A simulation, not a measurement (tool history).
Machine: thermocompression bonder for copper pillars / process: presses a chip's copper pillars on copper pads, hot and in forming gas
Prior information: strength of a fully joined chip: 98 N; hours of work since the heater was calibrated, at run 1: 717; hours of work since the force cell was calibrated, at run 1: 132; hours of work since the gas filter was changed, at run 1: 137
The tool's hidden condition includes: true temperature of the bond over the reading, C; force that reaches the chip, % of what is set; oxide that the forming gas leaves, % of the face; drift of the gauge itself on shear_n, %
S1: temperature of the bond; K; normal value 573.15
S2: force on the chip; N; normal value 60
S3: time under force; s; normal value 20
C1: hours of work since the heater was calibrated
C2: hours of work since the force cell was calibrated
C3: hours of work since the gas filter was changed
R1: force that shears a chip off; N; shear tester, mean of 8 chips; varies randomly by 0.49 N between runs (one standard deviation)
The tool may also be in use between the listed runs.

{"run": 1, "hour": 0.0, "S1": 573.15, "S2": 60, "S3": 20, "C1": 717, "C2": 132, "C3": 137, "R1": 51.4}
{"hour": 19.3, "done": "forming gas filter changed"}
{"run": 2, "hour": 44.3, "S1": 573.15, "S2": 60, "S3": 20, "C1": 738, "C2": 152, "C3": 12, "R1": 53.4}
{"run": 3, "hour": 93.1, "S1": 573.15, "S2": 60, "S3": 55, "C1": 761, "C2": 176, "C3": 35, "R1": 70.8}
{"run": 4, "hour": 130.5, "S1": 573.15, "S2": 60, "S3": 20, "C1": 779, "C2": 193, "C3": 53, "R1": 52.5}
{"run": 5, "hour": 174.7, "S1": 573.15, "S2": 60, "S3": 20, "C1": 800, "C2": 214, "C3": 74, "R1": 52.2}
{"run": 6, "hour": 228.8, "S1": 578.15, "S2": 60, "S3": 20, "C1": 826, "C2": 240, "C3": 99, "R1": 55.4}
{"run": 7, "hour": 291.2, "S1": 578.15, "S2": 60, "S3": 20, "C1": 855, "C2": 270, "C3": 129, "R1": 55.4}
{"run": 8, "hour": 325.8, "S1": 578.15, "S2": 60, "S3": 20, "C1": 872, "C2": 286, "C3": 145, "R1": 55.1}
{"hour": 329.4, "done": "forming gas filter changed"}
{"run": 9, "hour": 391.7, "S1": 578.15, "S2": 60, "S3": 20, "C1": 903, "C2": 317, "C3": 30, "R1": 57.6}
{"run": 10, "hour": 457.0, "S1": 573.15, "S2": 60, "S3": 20, "C1": 934, "C2": 348, "C3": 61, "R1": 53.2}
{"run": 11, "hour": 484.4, "S1": 573.15, "S2": 60, "S3": 20, "C1": 947, "C2": 361, "C3": 74, "R1": 54.5}
{"run": 12, "hour": 545.7, "S1": 573.15, "S2": 60, "S3": 20, "C1": 976, "C2": 390, "C3": 103, "R1": 53.6}
{"run": 13, "hour": 573.5, "S1": 573.15, "S2": 54, "S3": 20, "C1": 989, "C2": 403, "C3": 116, "R1": 48.8}
{"run": 14, "hour": 601.2, "S1": 573.15, "S2": 54, "S3": 20, "C1": 1002, "C2": 416, "C3": 129, "R1": 50.2}
{"hour": 637.9, "done": "forming gas filter changed"}
{"run": 15, "hour": 638.1, "S1": 573.15, "S2": 54, "S3": 20, "C1": 1019, "C2": 434, "C3": 0, "R1": 51.1}
{"run": 16, "hour": 680.7, "S1": 573.15, "S2": 54, "S3": 20, "C1": 1039, "C2": 454, "C3": 20, "R1": 51.7}
{"run": 17, "hour": 734.7, "S1": 573.15, "S2": 54, "S3": 20, "C1": 1065, "C2": 479, "C3": 46, "R1": 51.1}
{"run": 18, "hour": 784.5, "S1": 573.15, "S2": 60, "S3": 20, "C1": 1089, "C2": 503, "C3": 70, "R1": 54.1}
{"run": 19, "hour": 839.9, "S1": 573.15, "S2": 60, "S3": 20, "C1": 1115, "C2": 529, "C3": 96, "R1": 54.3}
{"run": 20, "hour": 870.6, "S1": 591.15, "S2": 60, "S3": 20, "C1": 1130, "C2": 544, "C3": 110, "R1": 64.4}
{"run": 21, "hour": 899.0, "S1": 602.15, "S2": 75, "S3": 36, "C1": 1143, "C2": 557, "C3": 124, "R1": 84.7}
{"run": 22, "hour": 935.8, "S1": 602.15, "S2": 75, "S3": 36, "C1": 1161, "C2": 575, "C3": 141, "R1": 85.0}
{"hour": 947.2, "done": "forming gas filter changed"}
{"run": 23, "hour": 969.7, "S1": 602.15, "S2": 75, "S3": 36, "C1": 1176, "C2": 591, "C3": 11, "R1": 88.4}
{"run": 24, "hour": 1030.0, "S1": 593.15, "S2": 75, "S3": 44, "C1": 1205, "C2": 619, "C3": 39, "R1": 85.9}

Run 25, settings as shown, results not yet in. Your forecast:
{"run": 25, "hour": 1075.3, "S1": 573.15, "S2": 66, "S3": 47, "C1": 1226, "C2": 641, "C3": 61, "R1": "?"}

{"run 25": {"R1": 73.6}}
Had the tool carried no hidden state, the very same run would have given R1 68.6 N.
